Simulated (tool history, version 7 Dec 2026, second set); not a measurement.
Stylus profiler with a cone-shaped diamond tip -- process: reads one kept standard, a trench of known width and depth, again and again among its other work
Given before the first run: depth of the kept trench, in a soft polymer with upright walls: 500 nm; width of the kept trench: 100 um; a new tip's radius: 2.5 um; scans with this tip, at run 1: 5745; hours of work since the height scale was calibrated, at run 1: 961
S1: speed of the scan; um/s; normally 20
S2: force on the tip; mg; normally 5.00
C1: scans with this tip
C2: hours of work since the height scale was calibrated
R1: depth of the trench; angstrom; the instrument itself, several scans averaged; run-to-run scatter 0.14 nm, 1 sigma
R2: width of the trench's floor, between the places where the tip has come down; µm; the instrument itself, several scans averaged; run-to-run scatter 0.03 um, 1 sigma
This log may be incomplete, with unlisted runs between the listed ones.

| run | hour | S1 | S2 | C1 | C2 | R1 | R2 |
|---|---|---|---|---|---|---|---|
| 1 | 0.0 | 20 | 5.00 | 5745 | 961 | 5065.3 | 96.89 |
| 2 | 39.2 | 20 | 5.00 | 5864 | 981 | 5062.7 | 96.85 |
| 3 | 64.9 | 20 | 5.00 | 5943 | 994 | 5065.5 | 96.91 |
| 4 | 96.6 | 20 | 5.00 | 6040 | 1010 | 5065.1 | 96.89 |
| 5 | 144.4 | 9 | 5.00 | 6186 | 1034 | 5064.3 | 96.98 |
| 6 | 177.4 | 9 | 5.00 | 6287 | 1051 | 5067.7 | 96.93 |
| 7 | 221.0 | 9 | 5.00 | 6420 | 1073 | 5068.2 | 96.98 |
| 8 | 264.5 | 9 | 5.00 | 6553 | 1096 | 5064.7 | 96.98 |
| 9 | 308.5 | 26 | 5.00 | 6687 | 1118 | 5064.9 | 96.91 |
| 10 | 361.1 | 20 | 5.00 | 6848 | 1145 | 5063.4 | 96.86 |
| 11 | 388.6 | 46 | 5.00 | 6932 | 1159 | 5061.2 | 96.87 |
| 12 | 418.3 | 46 | 5.00 | 7023 | 1174 | 5064.8 | 96.75 |
| 13 | 455.9 | 46 | 6.52 | 7138 | 1194 | 5077.6 | 96.87 |
| 14 | 506.2 | 38 | 5.00 | 7292 | 1219 | 5067.5 | 96.85 |
| 15 | 550.7 | 20 | 5.00 | 7427 | 1242 | 5064.6 | 96.90 |
| 16 | 586.9 | 20 | 2.60 | 7538 | 1260 | 5041.3 | 96.91 |
| 17 | 631.7 | 20 | 2.60 | 7675 | 1283 | 5041.9 | 96.80 |
| 18 | 679.4 | 20 | 5.00 | 7821 | 1308 | 5065.1 | 96.97 |
| 19 | 720.2 | 29 | 2.59 | 7945 | 1329 | 5043.3 | 96.83 |
| 20 | 771.9 | 20 | 5.91 | 8103 | 1355 | 5073.4 | 96.87 |
| 21 | 804.4 | 32 | 9.97 | 8202 | 1372 | 5102.4 | 96.91 |
| 22 | 838.0 | 32 | 9.97 | 8305 | 1389 | 5103.8 | 96.88 |
| 23 | 881.8 | 32 | 9.97 | 8439 | 1411 | 5103.0 | 96.89 |
| 24 | 931.3 | 60 | 4.15 | 8590 | 1436 | 5055.9 | 96.64 |
| 25 | 971.5 | 71 | 1.96 | 8713 | 1457 | 5035.6 | 96.49 |
| 26 | 997.6 | 10 | 2.04 | 8793 | 1470 | 5035.2 | 96.93 |
|  | 1036.4 | height scale calibrated on a step standard |
| 27 | 1042.3 | 27 | 4.59 | 8928 | 3 | 5060.0 | 96.92 |
| 28 | 1068.6 | 10 | 9.25 | 9008 | 16 | 5098.3 | 96.96 |
| 29 | 1106.1 | 79 | 6.75 | 9123 | 36 | 5079.5 | 96.68 |
| 30 | 1137.6 | 6 | 6.75 | 9219 | 52 | 5078.6 | 96.94 |
| 31 | 1184.9 | 78 | 14.81 | 9364 | 76 | 5135.9 | 96.82 |
| 32 | 1213.4 | 50 | 5.00 | 9451 | 90 | 5062.8 | 96.78 |
| 33 | 1240.9 | 8 | 4.11 | 9535 | 104 | 5057.8 | 96.96 |
| 34 | 1286.5 | 8 | 4.11 | 9674 | 128 | 5056.2 | 96.91 |
| 35 | 1337.5 | 20 | 9.55 | 9830 | 154 | 5101.5 | 96.93 |
| 36 | 1368.3 | 61 | 4.87 | 9924 | 170 | 5064.4 | 96.77 |

Each row is a separate what-if for the run after 36, all from the same tool condition, not one after another. Results?
| A | 1392.7 | 51 | 9.67 | 9999 | 182 | ? | ? |
| B | 1392.7 | 29 | 9.36 | 9999 | 182 | ? | ? |
| C | 1392.7 | 61 | 10.66 | 9999 | 182 | ? | ? |

| run | R1 | R2 |
|---|---|---|
| A | 5101.4 | 96.85 |
| B | 5099.8 | 96.88 |
| C | 5108.6 | 96.82 |
Stripped of hidden state, with their random variation kept, the same runs would have yielded:
| run | R1 | R2 |
|---|---|---|
| A | 5101.4 | 96.86 |
| B | 5099.8 | 96.89 |
| C | 5108.5 | 96.83 |
